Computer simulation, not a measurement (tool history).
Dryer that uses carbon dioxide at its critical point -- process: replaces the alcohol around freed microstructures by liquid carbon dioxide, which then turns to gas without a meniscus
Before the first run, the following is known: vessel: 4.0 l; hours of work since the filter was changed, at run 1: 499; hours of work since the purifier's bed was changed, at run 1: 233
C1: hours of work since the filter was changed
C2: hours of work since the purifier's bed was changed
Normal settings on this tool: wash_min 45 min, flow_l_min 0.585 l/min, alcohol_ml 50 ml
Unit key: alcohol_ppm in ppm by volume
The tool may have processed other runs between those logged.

{"run": 1, "hour": 0.0, "wash_min": 45, "flow_l_min": 0.585, "alcohol_ml": 50, "C1": 499, "C2": 233, "alcohol_ppm": 142}
{"run": 2, "hour": 7.5, "wash_min": 45, "flow_l_min": 0.585, "alcohol_ml": 50, "C1": 505, "C2": 239, "alcohol_ppm": 144}
{"run": 3, "hour": 14.3, "wash_min": 45, "flow_l_min": 0.585, "alcohol_ml": 50, "C1": 510, "C2": 244, "alcohol_ppm": 150}
{"hour": 19.4, "done": "inlet filter changed"}
{"run": 4, "hour": 22.3, "wash_min": 28, "flow_l_min": 0.585, "alcohol_ml": 50, "C1": 2, "C2": 249, "alcohol_ppm": 380}
{"run": 5, "hour": 28.6, "wash_min": 45, "flow_l_min": 0.823, "alcohol_ml": 50, "C1": 7, "C2": 254, "alcohol_ppm": 59}
{"run": 6, "hour": 37.9, "wash_min": 45, "flow_l_min": 0.823, "alcohol_ml": 50, "C1": 15, "C2": 262, "alcohol_ppm": 60}
{"run": 7, "hour": 45.5, "wash_min": 45, "flow_l_min": 0.823, "alcohol_ml": 50, "C1": 21, "C2": 268, "alcohol_ppm": 62}
{"run": 8, "hour": 54.1, "wash_min": 45, "flow_l_min": 0.836, "alcohol_ml": 50, "C1": 28, "C2": 275, "alcohol_ppm": 66}
{"run": 9, "hour": 61.7, "wash_min": 45, "flow_l_min": 0.836, "alcohol_ml": 50, "C1": 34, "C2": 281, "alcohol_ppm": 69}
{"run": 10, "hour": 67.0, "wash_min": 45, "flow_l_min": 0.585, "alcohol_ml": 106, "C1": 38, "C2": 285, "alcohol_ppm": 145}
{"run": 11, "hour": 72.3, "wash_min": 45, "flow_l_min": 0.585, "alcohol_ml": 50, "C1": 42, "C2": 289, "alcohol_ppm": 110}
{"run": 12, "hour": 79.7, "wash_min": 45, "flow_l_min": 0.585, "alcohol_ml": 50, "C1": 48, "C2": 295, "alcohol_ppm": 104}
{"run": 13, "hour": 89.3, "wash_min": 32, "flow_l_min": 0.376, "alcohol_ml": 64, "C1": 55, "C2": 303, "alcohol_ppm": 1277}
{"run": 14, "hour": 96.4, "wash_min": 32, "flow_l_min": 0.376, "alcohol_ml": 64, "C1": 61, "C2": 308, "alcohol_ppm": 1282}
{"run": 15, "hour": 103.3, "wash_min": 32, "flow_l_min": 0.376, "alcohol_ml": 64, "C1": 67, "C2": 314, "alcohol_ppm": 1301}
{"run": 16, "hour": 109.8, "wash_min": 42, "flow_l_min": 0.892, "alcohol_ml": 38, "C1": 72, "C2": 319, "alcohol_ppm": 73}
{"run": 17, "hour": 119.6, "wash_min": 35, "flow_l_min": 0.892, "alcohol_ml": 23, "C1": 80, "C2": 327, "alcohol_ppm": 87}
{"run": 18, "hour": 123.8, "wash_min": 66, "flow_l_min": 0.892, "alcohol_ml": 23, "C1": 83, "C2": 330, "alcohol_ppm": 77}
{"run": 19, "hour": 128.8, "wash_min": 45, "flow_l_min": 0.354, "alcohol_ml": 50, "C1": 87, "C2": 334, "alcohol_ppm": 493}
{"run": 20, "hour": 138.7, "wash_min": 45, "flow_l_min": 0.354, "alcohol_ml": 50, "C1": 95, "C2": 342, "alcohol_ppm": 511}
{"run": 21, "hour": 146.3, "wash_min": 60, "flow_l_min": 0.484, "alcohol_ml": 30, "C1": 101, "C2": 348, "alcohol_ppm": 92}

Consider 3 possible next runs. They are alternatives, not a sequence: every one starts from the tool as it was left by run 21. What does each give?
{"run": "A", "hour": 154.1, "wash_min": 60, "flow_l_min": 0.484, "alcohol_ml": 49, "C1": 107, "C2": 354, "alcohol_ppm": "?"}
{"run": "B", "hour": 154.1, "wash_min": 65, "flow_l_min": 0.464, "alcohol_ml": 58, "C1": 107, "C2": 354, "alcohol_ppm": "?"}
{"run": "C", "hour": 154.1, "wash_min": 60, "flow_l_min": 0.596, "alcohol_ml": 30, "C1": 107, "C2": 354, "alcohol_ppm": "?"}

run=A alcohol_ppm=96
run=B alcohol_ppm=99
run=C alcohol_ppm=81
Stripped of hidden state, with their random variation kept, the same runs would have yielded:
run=A alcohol_ppm=15
run=B alcohol_ppm=18
run=C alcohol_ppm=6
